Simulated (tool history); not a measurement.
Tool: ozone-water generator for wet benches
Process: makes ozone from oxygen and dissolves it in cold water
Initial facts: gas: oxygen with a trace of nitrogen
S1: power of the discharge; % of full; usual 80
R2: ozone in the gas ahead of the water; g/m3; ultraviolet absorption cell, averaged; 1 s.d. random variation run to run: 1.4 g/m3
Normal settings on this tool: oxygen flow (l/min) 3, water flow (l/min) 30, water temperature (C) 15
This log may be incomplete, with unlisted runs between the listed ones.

Run 1, hour 0: usual settings. Result: dissolved ozone (ppm) 16.5, R2 262.8 g/m3.
Run 2, hour 33.7: usual settings. Result: dissolved ozone (ppm) 17.1, R2 263.8 g/m3.
Run 3, hour 71.7: usual settings. Result: dissolved ozone (ppm) 16.6, R2 261.5 g/m3.
Run 4, hour 108.1: usual settings. Result: dissolved ozone (ppm) 16.8, R2 261.3 g/m3.
Run 5, hour 129.7: usual settings. Result: dissolved ozone (ppm) 16.8, R2 262.5 g/m3.
Run 6, hour 167.1: usual settings. Result: dissolved ozone (ppm) 16.9, R2 265.4 g/m3.
Run 7, hour 197.1: usual settings. Result: dissolved ozone (ppm) 17, R2 262.6 g/m3.
Run 8, hour 232.3: usual settings but S1 97 % of full, water temperature (C) 16. Result: dissolved ozone (ppm) 18.8, R2 298.2 g/m3.
Run 9, hour 271.1: usual settings but water flow (l/min) 37, water temperature (C) 8. Result: dissolved ozone (ppm) 14.1, R2 263.1 g/m3.
Run 10, hour 303.2: usual settings but water flow (l/min) 29, water temperature (C) 10. Result: dissolved ozone (ppm) 17.9, R2 261 g/m3.
Run 11, hour 343.2: usual settings but S1 41 % of full, oxygen flow (l/min) 4.31, water flow (l/min) 20. Result: dissolved ozone (ppm) 17.1, R2 144.3 g/m3.
At hour 387.8: water thermometer calibrated.
Run 12, hour 389.8: usual settings but oxygen flow (l/min) 2.15, water flow (l/min) 45, water temperature (C) 9. Result: dissolved ozone (ppm) 9.8, R2 307.7 g/m3.
Run 13, hour 425.6: usual settings but water temperature (C) 23. Result: dissolved ozone (ppm) 15.7, R2 264.6 g/m3.
Run 14, hour 450.8: usual settings but oxygen flow (l/min) 3.32, water temperature (C) 22. Result: dissolved ozone (ppm) 16.3, R2 249.5 g/m3.

What if the next run were any one of these 4? Each begins from the tool's condition after run 14:
Run A, hour 484.6: usual settings but oxygen flow (l/min) 3.32, water temperature (C) 12. Result: dissolved ozone (ppm) ?, R2 ?.
Run B, hour 484.6: usual settings but S1 72 % of full, oxygen flow (l/min) 1.59, water temperature (C) 22. Result: dissolved ozone (ppm) ?, R2 ?.
Run C, hour 484.6: usual settings but oxygen flow (l/min) 2.77, water flow (l/min) 45, water temperature (C) 9. Result: dissolved ozone (ppm) ?, R2 ?.
Run D, hour 484.6: usual settings but S1 53 % of full, water flow (l/min) 37, water temperature (C) 18. Result: dissolved ozone (ppm) ?, R2 ?.

run  dissolved ozone (ppm)     R2
  A                   17.9  249.5
  B                   11.8    326
  C                   10.8  270.4
  D                   10.1  198.8
With no hidden state in the tool, these same runs would have given:
run  dissolved ozone (ppm)     R2
  A                   18.4  255.4
  B                   12.1  333.2
  C                   11.1  276.8
  D                   10.4  202.3

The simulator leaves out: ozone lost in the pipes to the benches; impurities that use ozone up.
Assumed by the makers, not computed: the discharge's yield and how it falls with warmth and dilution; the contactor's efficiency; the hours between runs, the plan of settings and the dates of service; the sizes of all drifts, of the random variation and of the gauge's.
